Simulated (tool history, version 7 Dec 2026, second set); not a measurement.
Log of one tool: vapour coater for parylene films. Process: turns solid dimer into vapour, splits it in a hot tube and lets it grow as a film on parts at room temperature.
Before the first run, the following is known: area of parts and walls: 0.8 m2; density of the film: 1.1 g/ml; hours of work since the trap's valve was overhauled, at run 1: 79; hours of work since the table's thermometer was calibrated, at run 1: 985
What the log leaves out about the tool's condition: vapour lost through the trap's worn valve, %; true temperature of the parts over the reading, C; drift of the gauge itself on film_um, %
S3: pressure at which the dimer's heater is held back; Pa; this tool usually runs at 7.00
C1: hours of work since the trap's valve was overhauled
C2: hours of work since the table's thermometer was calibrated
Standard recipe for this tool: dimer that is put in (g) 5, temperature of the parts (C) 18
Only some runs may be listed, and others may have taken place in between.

{"run": 1, "day": 0.0, "dimer that is put in (g)": 5, "temperature of the parts (C)": 18, "S3": 7.0, "C1": 79, "C2": 985, "thickness of the film (um)": 2.39}
{"run": 2, "day": 1.142, "dimer that is put in (g)": 5, "temperature of the parts (C)": 18, "S3": 7.0, "C1": 101, "C2": 1008, "thickness of the film (um)": 2.38}
{"run": 3, "day": 3.075, "dimer that is put in (g)": 5, "temperature of the parts (C)": 18, "S3": 7.51, "C1": 139, "C2": 1045, "thickness of the film (um)": 2.33}
{"run": 4, "day": 4.583, "dimer that is put in (g)": 5, "temperature of the parts (C)": 18, "S3": 3.41, "C1": 168, "C2": 1075, "thickness of the film (um)": 2.58}
{"run": 5, "day": 5.933, "dimer that is put in (g)": 5, "temperature of the parts (C)": 18, "S3": 7.0, "C1": 195, "C2": 1101, "thickness of the film (um)": 2.32}
{"run": 6, "day": 7.083, "dimer that is put in (g)": 5, "temperature of the parts (C)": 18, "S3": 7.0, "C1": 217, "C2": 1124, "thickness of the film (um)": 2.33}
{"run": 7, "day": 8.838, "dimer that is put in (g)": 5, "temperature of the parts (C)": 18, "S3": 7.0, "C1": 251, "C2": 1158, "thickness of the film (um)": 2.3}
{"run": 8, "day": 9.904, "dimer that is put in (g)": 5, "temperature of the parts (C)": 24, "S3": 7.0, "C1": 272, "C2": 1179, "thickness of the film (um)": 2.09}
{"run": 9, "day": 11.371, "dimer that is put in (g)": 5, "temperature of the parts (C)": 18, "S3": 7.0, "C1": 301, "C2": 1207, "thickness of the film (um)": 2.31}
{"run": 10, "day": 13.333, "dimer that is put in (g)": 5, "temperature of the parts (C)": 22, "S3": 7.0, "C1": 339, "C2": 1246, "thickness of the film (um)": 2.13}
{"run": 11, "day": 14.379, "dimer that is put in (g)": 5, "temperature of the parts (C)": 18, "S3": 7.0, "C1": 360, "C2": 1266, "thickness of the film (um)": 2.27}
{"run": 12, "day": 16.112, "dimer that is put in (g)": 5, "temperature of the parts (C)": 18, "S3": 9.63, "C1": 394, "C2": 1300, "thickness of the film (um)": 2.18}
{"run": 13, "day": 17.717, "dimer that is put in (g)": 5, "temperature of the parts (C)": 18, "S3": 7.0, "C1": 425, "C2": 1331, "thickness of the film (um)": 2.28}
{"run": 14, "day": 19.112, "dimer that is put in (g)": 5, "temperature of the parts (C)": 18, "S3": 4.3, "C1": 452, "C2": 1359, "thickness of the film (um)": 2.38}
{"run": 15, "day": 20.254, "dimer that is put in (g)": 5, "temperature of the parts (C)": 18, "S3": 7.0, "C1": 474, "C2": 1381, "thickness of the film (um)": 2.25}
{"run": 16, "day": 21.262, "dimer that is put in (g)": 3, "temperature of the parts (C)": 18, "S3": 7.0, "C1": 494, "C2": 1401, "thickness of the film (um)": 1.34}
{"run": 17, "day": 22.929, "dimer that is put in (g)": 3, "temperature of the parts (C)": 18, "S3": 7.0, "C1": 527, "C2": 1433, "thickness of the film (um)": 1.34}
{"day": 24.029, "done": "table's thermometer calibrated"}
{"run": 18, "day": 24.621, "dimer that is put in (g)": 5, "temperature of the parts (C)": 14, "S3": 9.86, "C1": 559, "C2": 12, "thickness of the film (um)": 2.31}
{"day": 25.379, "done": "trap's valve overhauled"}
{"run": 19, "day": 26.338, "dimer that is put in (g)": 2, "temperature of the parts (C)": 15, "S3": 10.51, "C1": 19, "C2": 42, "thickness of the film (um)": 0.97}
{"run": 20, "day": 27.208, "dimer that is put in (g)": 4, "temperature of the parts (C)": 21, "S3": 6.88, "C1": 36, "C2": 59, "thickness of the film (um)": 1.86}
{"run": 21, "day": 28.512, "dimer that is put in (g)": 4, "temperature of the parts (C)": 21, "S3": 6.88, "C1": 61, "C2": 84, "thickness of the film (um)": 1.85}
{"run": 22, "day": 29.704, "dimer that is put in (g)": 4, "temperature of the parts (C)": 11, "S3": 8.84, "C1": 84, "C2": 108, "thickness of the film (um)": 2.12}
{"run": 23, "day": 31.021, "dimer that is put in (g)": 6, "temperature of the parts (C)": 22, "S3": 3.14, "C1": 110, "C2": 133, "thickness of the film (um)": 3.04}
{"run": 24, "day": 32.121, "dimer that is put in (g)": 2, "temperature of the parts (C)": 12, "S3": 4.21, "C1": 132, "C2": 155, "thickness of the film (um)": 1.13}
{"run": 25, "day": 33.946, "dimer that is put in (g)": 5, "temperature of the parts (C)": 19, "S3": 6.29, "C1": 167, "C2": 190, "thickness of the film (um)": 2.38}
{"run": 26, "day": 35.7, "dimer that is put in (g)": 7, "temperature of the parts (C)": 10, "S3": 6.44, "C1": 201, "C2": 225, "thickness of the film (um)": 3.83}
{"run": 27, "day": 37.042, "dimer that is put in (g)": 7, "temperature of the parts (C)": 10, "S3": 6.44, "C1": 228, "C2": 251, "thickness of the film (um)": 3.85}
{"run": 28, "day": 38.604, "dimer that is put in (g)": 7, "temperature of the parts (C)": 18, "S3": 8.53, "C1": 258, "C2": 281, "thickness of the film (um)": 3.22}
{"run": 29, "day": 40.071, "dimer that is put in (g)": 7, "temperature of the parts (C)": 18, "S3": 2.1, "C1": 287, "C2": 310, "thickness of the film (um)": 3.85}
{"run": 30, "day": 41.529, "dimer that is put in (g)": 7, "temperature of the parts (C)": 17, "S3": 11.73, "C1": 315, "C2": 339, "thickness of the film (um)": 3.1}

Here are 3 independent what-if runs from the current tool condition. What would each one return?
{"run": "A", "day": 42.488, "dimer that is put in (g)": 3, "temperature of the parts (C)": 21, "S3": 5.25, "C1": 334, "C2": 357, "thickness of the film (um)": "?"}
{"run": "B", "day": 42.488, "dimer that is put in (g)": 3, "temperature of the parts (C)": 17, "S3": 4.85, "C1": 334, "C2": 357, "thickness of the film (um)": "?"}
{"run": "C", "day": 42.488, "dimer that is put in (g)": 2, "temperature of the parts (C)": 11, "S3": 7.89, "C1": 334, "C2": 357, "thickness of the film (um)": "?"}

run=A thickness_of_the_film_(um)=1.38
run=B thickness_of_the_film_(um)=1.49
run=C thickness_of_the_film_(um)=1.03
Without the tool's hidden state the same runs would have given:
run=A thickness_of_the_film_(um)=1.46
run=B thickness_of_the_film_(um)=1.57
run=C thickness_of_the_film_(um)=1.09
